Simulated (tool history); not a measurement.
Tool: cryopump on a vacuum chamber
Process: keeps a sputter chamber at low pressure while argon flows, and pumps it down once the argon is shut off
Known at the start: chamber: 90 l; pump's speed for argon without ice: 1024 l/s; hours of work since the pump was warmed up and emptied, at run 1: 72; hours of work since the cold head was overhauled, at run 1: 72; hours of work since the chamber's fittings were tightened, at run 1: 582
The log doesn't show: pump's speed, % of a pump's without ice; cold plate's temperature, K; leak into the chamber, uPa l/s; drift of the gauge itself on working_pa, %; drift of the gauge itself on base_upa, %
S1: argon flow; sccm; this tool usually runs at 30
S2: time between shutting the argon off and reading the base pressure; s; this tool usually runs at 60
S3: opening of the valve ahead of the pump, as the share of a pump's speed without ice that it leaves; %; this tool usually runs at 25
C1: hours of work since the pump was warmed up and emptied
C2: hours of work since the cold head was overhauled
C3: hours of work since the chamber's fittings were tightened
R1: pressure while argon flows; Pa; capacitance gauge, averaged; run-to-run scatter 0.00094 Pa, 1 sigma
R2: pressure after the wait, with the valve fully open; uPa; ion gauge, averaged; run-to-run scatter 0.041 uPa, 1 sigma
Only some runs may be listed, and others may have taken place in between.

Run 1, day 0.000: usual settings; C1 72; C2 72; C3 582. Result: R1 0.1995 Pa, R2 2.78 uPa.
Run 2, day 2.933: usual settings but S2 249 s; C1 121; C2 121; C3 631. Result: R1 0.2033 Pa, R2 1.20 uPa.
Run 3, day 5.617: usual settings; C1 165; C2 165; C3 676. Result: R1 0.2047 Pa, R2 2.83 uPa.
Run 4, day 7.862: usual settings but S3 16 %; C1 203; C2 203; C3 713. Result: R1 0.3144 Pa, R2 2.94 uPa.
Run 5, day 10.717: usual settings; C1 251; C2 251; C3 761. Result: R1 0.2054 Pa, R2 3.00 uPa.
Run 6, day 12.500: usual settings but S1 24 sccm; C1 280; C2 280; C3 791. Result: R1 0.1652 Pa, R2 2.92 uPa.
Run 7, day 16.154: usual settings; C1 342; C2 342; C3 852. Result: R1 0.2076 Pa, R2 3.06 uPa.
Run 8, day 18.888: usual settings; C1 387; C2 387; C3 897. Result: R1 0.2083 Pa, R2 3.14 uPa.
Run 9, day 22.554: usual settings; C1 448; C2 448; C3 959. Result: R1 0.2128 Pa, R2 3.05 uPa.
Run 10, day 25.454: usual settings but S1 16 sccm; C1 497; C2 497; C3 1007. Result: R1 0.1149 Pa, R2 3.23 uPa.
Run 11, day 27.304: usual settings; C1 528; C2 528; C3 1038. Result: R1 0.2125 Pa, R2 3.26 uPa.
At day 28.921: pump warmed up, emptied and cooled again.
Run 12, day 30.933: usual settings but S2 56 s; C1 34; C2 585; C3 1095. Result: R1 0.1988 Pa, R2 3.12 uPa.
Run 13, day 33.912: usual settings but S2 56 s; C1 83; C2 635; C3 1145. Result: R1 0.2014 Pa, R2 3.30 uPa.
Run 14, day 37.192: usual settings but S2 56 s; C1 138; C2 690; C3 1200. Result: R1 0.2032 Pa, R2 3.25 uPa.
Run 15, day 40.775: usual settings; C1 198; C2 749; C3 1259. Result: R1 0.2040 Pa, R2 3.18 uPa.
Run 16, day 42.662: usual settings; C1 230; C2 781; C3 1291. Result: R1 0.2058 Pa, R2 3.30 uPa.
Run 17, day 44.858: usual settings; C1 266; C2 818; C3 1328. Result: R1 0.2062 Pa, R2 3.32 uPa.
Run 18, day 47.275: usual settings but S1 20 sccm, S2 136 s, S3 18 %; C1 307; C2 858; C3 1368. Result: R1 0.1888 Pa, R2 2.15 uPa.
Run 19, day 49.458: usual settings but S1 34 sccm, S2 47 s, S3 18 %; C1 343; C2 894; C3 1405. Result: R1 0.3271 Pa, R2 3.97 uPa.
Run 20, day 51.625: usual settings but S1 34 sccm, S2 24 s, S3 17 %; C1 379; C2 931; C3 1441. Result: R1 0.3430 Pa, R2 6.91 uPa.
Run 21, day 53.154: usual settings but S3 57 %; C1 405; C2 956; C3 1466. Result: R1 0.0986 Pa, R2 3.40 uPa.
Run 22, day 54.912: usual settings but S1 46 sccm, S2 99 s, S3 57 %; C1 434; C2 986; C3 1496. Result: R1 0.1542 Pa, R2 2.60 uPa.
Run 23, day 58.558: usual settings but S2 113 s, S3 27 %; C1 495; C2 1046; C3 1557. Result: R1 0.1992 Pa, R2 2.59 uPa.
Run 24, day 60.375: usual settings but S2 21 s, S3 16 %; C1 526; C2 1077; C3 1587. Result: R1 0.3282 Pa, R2 7.59 uPa.
At day 62.017: pump warmed up, emptied and cooled again.
Run 25, day 62.192: usual settings but S2 21 s, S3 16 %; C1 3; C2 1104; C3 1614. Result: R1 0.3110 Pa, R2 7.33 uPa.
Run 26, day 63.779: usual settings but S2 257 s; C1 29; C2 1130; C3 1640. Result: R1 0.1998 Pa, R2 1.69 uPa.
Run 27, day 66.208: usual settings but S2 257 s; C1 70; C2 1171; C3 1681. Result: R1 0.2021 Pa, R2 1.74 uPa.
At day 68.979: leaking fittings of the chamber tightened, without venting.
Run 28, day 69.733: usual settings but S2 257 s; C1 128; C2 1228; C3 13. Result: R1 0.2030 Pa, R2 0.85 uPa.
Run 29, day 71.821: usual settings but S1 58 sccm, S2 36 s; C1 162; C2 1263; C3 47. Result: R1 0.3918 Pa, R2 3.89 uPa.
Run 30, day 74.933: usual settings but S2 92 s, S3 23 %; C1 214; C2 1315; C3 100. Result: R1 0.2241 Pa, R2 1.81 uPa.
Run 31, day 77.525: usual settings but S1 14 sccm, S2 83 s, S3 55 %; C1 258; C2 1358; C3 143. Result: R1 0.0457 Pa, R2 1.98 uPa.
Run 32, day 79.262: usual settings but S1 29 sccm, S2 40 s, S3 40 %; C1 287; C2 1388; C3 172. Result: R1 0.1298 Pa, R2 3.74 uPa.
Run 33, day 80.838: usual settings but S2 189 s, S3 22 %; C1 313; C2 1414; C3 198. Result: R1 0.2344 Pa, R2 1.22 uPa.

Each row is a separate what-if for the run after 33, all from the same tool condition, not one after another. Results?
Run A, day 83.567: usual settings but S1 22 sccm, S2 57 s, S3 50 %; C1 359; C2 1459; C3 244. Result: R1 ?, R2 ?.
Run B, day 83.567: usual settings but S1 42 sccm, S2 182 s, S3 38 %; C1 359; C2 1459; C3 244. Result: R1 ?, R2 ?.
Run C, day 83.567: usual settings but S2 75 s, S3 22 %; C1 359; C2 1459; C3 244. Result: R1 ?, R2 ?.
Run D, day 83.567: usual settings but S3 56 %; C1 359; C2 1459; C3 244. Result: R1 ?, R2 ?.
Run E, day 83.567: usual settings but S1 17 sccm, S2 86 s, S3 22 %; C1 359; C2 1459; C3 244. Result: R1 ?, R2 ?.

run      R1    R2
  A  0.0821  2.76
  B  0.1973  1.22
  C  0.2362  2.22
  D  0.1008  2.61
  E  0.1352  2.06
With the hidden condition removed and each run's random variation left untouched, the same runs would have given:
run      R1    R2
  A  0.0736  2.50
  B  0.1813  0.97
  C  0.2247  1.96
  D  0.0892  2.36
  E  0.1287  1.80
